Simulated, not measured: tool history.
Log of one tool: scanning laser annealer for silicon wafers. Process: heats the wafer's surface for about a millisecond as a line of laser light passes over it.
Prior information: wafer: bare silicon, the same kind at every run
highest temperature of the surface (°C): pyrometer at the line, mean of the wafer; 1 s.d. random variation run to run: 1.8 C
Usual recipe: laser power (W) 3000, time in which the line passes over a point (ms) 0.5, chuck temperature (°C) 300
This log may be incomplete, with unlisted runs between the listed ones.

run    hour  laser power (W)  time in which the line passes over a point (ms)  chuck temperature (°C)  highest temperature of the surface (°C)
  1       0             3000                                              0.5                     300                                      993
  2    26.2             2843                                              0.5                     300                                      947
  3    84.2             3000                                              0.5                     300                                      993
  4   122.7             3000                                              0.5                     300                                      989
  5   161.1             3000                                              0.5                     300                                      994
  6   194.1             3000                                              0.5                     300                                      989
  7   223.8             2638                                              0.5                     300                                      887
  8   273.2             2638                                              0.5                     300                                      883
  9   298.1             2638                                              0.5                     300                                      889
 10   351.1             2638                                              0.5                     300                                      887
 11   381.6             2638                                              0.5                     300                                      888
 12   416.3             2638                                              0.5                     300                                      886
 13     441             2638                                              0.5                     324                                      906
 14   469.5             2979                                              0.5                     300                                      975
 15   520.6             2585                                              0.5                     330                                      899
 16   576.9             3000                                            0.577                     303                                     1035
      617.6  -- window over the wafer cleaned
 17   617.6             2562                                            0.405                     305                                      831
 18   660.2             2591                                              0.5                     332                                      924
 19   685.5             2591                                              0.5                     332                                      925
 20   716.6             2591                                              0.5                     332                                      927
 21   745.3             3000                                              0.5                     302                                     1007
 22   797.1             2600                                              0.4                     292                                      819
 23   831.6             2765                                            0.461                     304                                      913
 24   890.1             3000                                            0.569                     335                                     1093
 25   948.5             3000                                            0.569                     335                                     1091
 26   979.4             3000                                            0.569                     305                                     1056
 27  1021.4             2656                                            0.612                     261                                      938

Each row is a separate what-if for the run after 27, all from the same tool condition, not one after another. Results?
  A  1079.2             3248                                              0.5                     300                                        ?
  B  1079.2             2656                                            0.594                     261                                        ?
  C  1079.2             2656                                            0.612                     317                                        ?

run  highest temperature of the surface (°C)
  A                                     1072
  B                                      926
  C                                      992
Without the tool's hidden state the same runs would have given:
run  highest temperature of the surface (°C)
  A                                     1089
  B                                      941
  C                                     1007
